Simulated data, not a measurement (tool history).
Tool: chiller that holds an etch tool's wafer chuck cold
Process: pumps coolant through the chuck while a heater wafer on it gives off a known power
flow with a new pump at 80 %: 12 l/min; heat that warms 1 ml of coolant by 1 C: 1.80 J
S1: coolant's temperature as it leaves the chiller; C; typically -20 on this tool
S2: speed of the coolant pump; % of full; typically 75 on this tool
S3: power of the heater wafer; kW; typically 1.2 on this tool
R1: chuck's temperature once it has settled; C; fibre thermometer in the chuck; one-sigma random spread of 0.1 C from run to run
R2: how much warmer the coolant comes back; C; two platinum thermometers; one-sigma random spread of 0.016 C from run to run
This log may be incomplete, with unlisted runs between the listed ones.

run 1 hour=0 | S1=-20 S2=75 S3=1.2 | R1=-9.7 R2=3.6
run 2 hour=62 | S1=-20 S2=77 S3=1.2 | R1=-10.1 R2=3.55
run 3 hour=130.3 | S1=-20 S2=77 S3=1.2 | R1=-10.2 R2=3.52
run 4 hour=210.7 | S1=-20 S2=77 S3=1.2 | R1=-10.1 R2=3.54
run 5 hour=322.2 | S1=-20 S2=82 S3=1.2 | R1=-10.4 R2=3.28
run 6 hour=426.5 | S1=-20 S2=75 S3=1.2 | R1=-9.8 R2=3.68
run 7 hour=516.7 | S1=-20 S2=75 S3=1.2 | R1=-9.9 R2=3.64
run 8 hour=582.2 | S1=-25 S2=75 S3=1.2 | R1=-14.7 R2=3.64
run 9 hour=658.2 | S1=-20 S2=75 S3=1.2 | R1=-9.8 R2=3.61
run 10 hour=773.1 | S1=-20 S2=65 S3=1.2 | R1=-8.7 R2=4.25
run 11 hour=822.2 | S1=-20 S2=65 S3=1.2 | R1=-8.7 R2=4.23
run 12 hour=932.5 | S1=-20 S2=75 S3=1.2 | R1=-9.6 R2=3.65
-- hour=972.9 chiller's thermometer calibrated
run 13 hour=1004.2 | S1=-20 S2=75 S3=1.2 | R1=-9.5 R2=3.64
run 14 hour=1063.8 | S1=-20 S2=75 S3=1.2 | R1=-9.7 R2=3.67
run 15 hour=1176.7 | S1=-20 S2=75 S3=1.2 | R1=-9.5 R2=3.66
run 16 hour=1270.6 | S1=-20 S2=75 S3=1.413 | R1=-7.8 R2=4.32
run 17 hour=1361.9 | S1=-16 S2=75 S3=1.169 | R1=-5.9 R2=3.57
run 18 hour=1432.4 | S1=-16 S2=75 S3=1.169 | R1=-5.8 R2=3.58
run 19 hour=1508.4 | S1=-16 S2=75 S3=1.169 | R1=-5.7 R2=3.56
-- hour=1519.8 chiller's thermometer calibrated, once more
run 20 hour=1602.1 | S1=-16 S2=75 S3=1.169 | R1=-5.9 R2=3.61
run 21 hour=1679.9 | S1=-16 S2=75 S3=1.169 | R1=-5.9 R2=3.58
run 22 hour=1733.7 | S1=-24 S2=84 S3=1.789 | R1=-9.8 R2=4.85
run 23 hour=1838 | S1=-21 S2=64 S3=0.874 | R1=-12.7 R2=3.16
run 24 hour=1899.6 | S1=-25 S2=63 S3=1.2 | R1=-13.3 R2=4.46
run 25 hour=2008.8 | S1=-20 S2=68 S3=1.638 | R1=-5 R2=5.57
run 26 hour=2059.5 | S1=-20 S2=68 S3=1.638 | R1=-4.9 R2=5.59
run 27 hour=2129.5 | S1=-20 S2=68 S3=1.638 | R1=-4.8 R2=5.56

What will run 28 give?
run 28 hour=2228.6 | S1=-20 S2=63 S3=1.2 | R1=? R2=?

R1: -8.3 C
R2: 4.41 C
On a tool with no hidden condition, and with the same random variation, this run would have come out at R1 -9.8 C, R2 4.27 C.
